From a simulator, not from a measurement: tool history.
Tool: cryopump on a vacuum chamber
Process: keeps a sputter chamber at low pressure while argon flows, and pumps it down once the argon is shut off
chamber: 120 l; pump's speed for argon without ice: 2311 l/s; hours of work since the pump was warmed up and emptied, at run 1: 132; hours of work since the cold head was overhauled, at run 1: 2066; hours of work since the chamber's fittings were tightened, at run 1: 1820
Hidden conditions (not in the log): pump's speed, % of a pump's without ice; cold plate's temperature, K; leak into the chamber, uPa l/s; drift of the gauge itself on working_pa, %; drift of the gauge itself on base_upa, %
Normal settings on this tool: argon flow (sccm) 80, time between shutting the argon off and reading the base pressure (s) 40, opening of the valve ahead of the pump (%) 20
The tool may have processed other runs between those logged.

run    hour  argon flow (sccm)  time between shutting the argon off and reading the base pressure (s)  opening of the valve ahead of the pump (%)  hours of work since the pump was warmed up and emptied  hours of work since the cold head was overhauled  hours of work since the chamber's fittings were tightened  pressure while argon flows (Pa)  pressure after the wait (uPa)
  1     0.0                 80                                                                     40                                          20                                                     132                                              2066                                                       1820                           0.2966                           1.09
  2    65.5                 80                                                                     40                                          20                                                     180                                              2114                                                       1868                           0.2994                           1.06
  3   173.8                 80                                                                     40                                          20                                                     259                                              2193                                                       1947                           0.3009                           1.04
  4   293.2                 80                                                                     40                                          20                                                     346                                              2280                                                       2034                           0.2996                           1.09
  5   363.0                 80                                                                     40                                          20                                                     397                                              2331                                                       2085                           0.3038                           1.15
  6   449.3                 80                                                                     40                                          20                                                     460                                              2394                                                       2148                           0.3032                           1.07
  7   516.9                 80                                                                     40                                          20                                                     509                                              2443                                                       2197                           0.3032                           1.12
  8   626.9                 80                                                                    227                                          20                                                     589                                              2523                                                       2278                           0.3059                           0.56
  9   718.4                 80                                                                     63                                          20                                                     656                                              2590                                                       2345                           0.3068                           0.91
 10   844.6                 80                                                                     63                                          20                                                     748                                              2682                                                       2437                           0.3103                           0.93
 11   921.1                 80                                                                     40                                          20                                                     804                                              2738                                                       2493                           0.3126                           1.18
 12   987.0                 80                                                                     40                                          20                                                     852                                              2786                                                       2541                           0.3083                           1.19
 13  1037.7                 80                                                                     40                                          20                                                     889                                              2823                                                       2578                           0.3092                           1.26
     1116.0  -- pump warmed up, emptied and cooled again
 14  1147.0                 80                                                                     40                                          32                                                      23                                              2899                                                       2654                           0.1859                           1.11
 15  1207.2                 80                                                                     40                                          31                                                      67                                              2943                                                       2698                           0.1910                           1.15
     1286.7  -- leaking fittings of the chamber tightened, without venting
 16  1295.0                 80                                                                     24                                          20                                                     129                                              3006                                                          6                           0.2984                           1.44
 17  1396.6                 80                                                                     24                                          20                                                     203                                              3080                                                         80                           0.2976                           1.33
 18  1491.7                139                                                                     24                                          20                                                     273                                              3150                                                        150                           0.5170                           1.44
 19  1602.1                 90                                                                     24                                          55                                                     353                                              3230                                                        230                           0.1298                           1.41
 20  1675.4                 64                                                                     24                                          24                                                     407                                              3284                                                        284                           0.2015                           1.39
 21  1781.2                 64                                                                     24                                          24                                                     484                                              3361                                                        361                           0.2035                           1.41
 22  1845.1                 64                                                                     24                                          24                                                     531                                              3407                                                        408                           0.2036                           1.42
 23  1942.1                 64                                                                     24                                          24                                                     601                                              3478                                                        478                           0.2059                           1.46
 24  2060.9                 64                                                                    127                                          24                                                     688                                              3565                                                        565                           0.2057                           0.48
 25  2115.4                138                                                                    127                                          24                                                     728                                              3605                                                        605                           0.4438                           0.48
 26  2167.2                 80                                                                    100                                          23                                                     766                                              3642                                                        643                           0.2704                           0.55
 27  2248.8                 49                                                                     40                                          34                                                     825                                              3702                                                        702                           0.1169                           1.04
 28  2359.5                 49                                                                     40                                          34                                                     906                                              3783                                                        783                           0.1170                           1.06
     2413.7  -- pump warmed up, emptied and cooled again
 29  2484.1                 80                                                                     80                                          16                                                      51                                              3870                                                        870                           0.3685                           0.61
 30  2541.5                 36                                                                     40                                          21                                                      93                                              3912                                                        912                           0.1277                           0.95
 31  2643.5                 36                                                                     40                                          21                                                     168                                              3986                                                        987                           0.1278                           0.99
 32  2720.4                 80                                                                    282                                          20                                                     224                                              4043                                                       1043                           0.2977                           0.37
 33  2797.0                 33                                                                     40                                          16                                                     280                                              4099                                                       1099                           0.1526                           0.99

Branching from run 33: 3 alternative next runs. What would each branch give?
  A  2920.1                 80                                                                     27                                          56                                                     370                                              4188                                                       1188                                ?                              ?
  B  2920.1                 80                                                                     48                                          17                                                     370                                              4188                                                       1188                                ?                              ?
  C  2920.1                 68                                                                    102                                          20                                                     370                                              4188                                                       1188                                ?                              ?

run  pressure while argon flows (Pa)  pressure after the wait (uPa)
  A                           0.1138                           1.38
  B                           0.3520                           0.90
  C                           0.2556                           0.55
With no hidden state in the tool, these same runs would have given:
run  pressure while argon flows (Pa)  pressure after the wait (uPa)
  A                           0.1046                           1.21
  B                           0.3429                           0.73
  C                           0.2478                           0.39
